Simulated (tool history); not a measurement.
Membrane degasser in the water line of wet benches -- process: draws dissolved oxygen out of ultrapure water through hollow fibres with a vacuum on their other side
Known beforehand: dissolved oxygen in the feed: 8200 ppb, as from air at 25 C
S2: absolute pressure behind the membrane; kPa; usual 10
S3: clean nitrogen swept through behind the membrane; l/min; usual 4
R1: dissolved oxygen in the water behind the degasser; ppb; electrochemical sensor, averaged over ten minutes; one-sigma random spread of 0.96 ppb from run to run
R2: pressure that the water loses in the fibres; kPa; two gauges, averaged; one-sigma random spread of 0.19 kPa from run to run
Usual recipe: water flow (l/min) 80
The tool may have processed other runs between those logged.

Run 1, day 0: usual settings. Result: R1 306.9 ppb, R2 38.15 kPa.
Run 2, day 1.679: usual settings. Result: R1 306.5 ppb, R2 38.08 kPa.
Run 3, day 3.133: usual settings. Result: R1 304.1 ppb, R2 38.05 kPa.
Run 4, day 5.079: usual settings but S3 3.06 l/min. Result: R1 381.7 ppb, R2 38.21 kPa.
Run 5, day 6.146: usual settings. Result: R1 307.1 ppb, R2 38.15 kPa.
Run 6, day 8.004: usual settings. Result: R1 308.2 ppb, R2 38.08 kPa.
Run 7, day 10.029: usual settings. Result: R1 307.9 ppb, R2 38.03 kPa.
Run 8, day 11.721: usual settings. Result: R1 307.1 ppb, R2 38.45 kPa.
Run 9, day 13.317: usual settings. Result: R1 307.4 ppb, R2 38.07 kPa.
Run 10, day 14.429: usual settings. Result: R1 307.8 ppb, R2 38.09 kPa.
Run 11, day 16.3: usual settings. Result: R1 308.1 ppb, R2 37.83 kPa.
Run 12, day 17.696: usual settings. Result: R1 306.2 ppb, R2 38.23 kPa.
Run 13, day 19.967: usual settings. Result: R1 308.4 ppb, R2 38.14 kPa.
Run 14, day 21.221: usual settings. Result: R1 306.7 ppb, R2 38.14 kPa.
Run 15, day 23.192: usual settings but water flow (l/min) 104. Result: R1 387.7 ppb, R2 50.03 kPa.
Run 16, day 24.475: usual settings but water flow (l/min) 91. Result: R1 343.9 ppb, R2 43.73 kPa.
Run 17, day 25.996: usual settings but water flow (l/min) 91. Result: R1 345.8 ppb, R2 43.67 kPa.
Run 18, day 27.996: usual settings but S2 15.4 kPa, S3 3.5 l/min. Result: R1 588.9 ppb, R2 38.19 kPa.
Run 19, day 29.075: usual settings but S2 15.4 kPa, S3 3.5 l/min. Result: R1 590.9 ppb, R2 38.21 kPa.
Run 20, day 31.329: usual settings but S2 15.4 kPa, S3 3.5 l/min. Result: R1 592.7 ppb, R2 38.62 kPa.

What does the tool deliver on the next run?
Run 21, day 32.608: usual settings but S2 15.4 kPa, S3 3.5 l/min. Result: R1 ?, R2 ?.

Run 21 gave R1 592 ppb, R2 38.33 kPa.
On a tool with no hidden condition, and with the same random variation, this run would have come out at R1 581.5 ppb, R2 37.27 kPa.
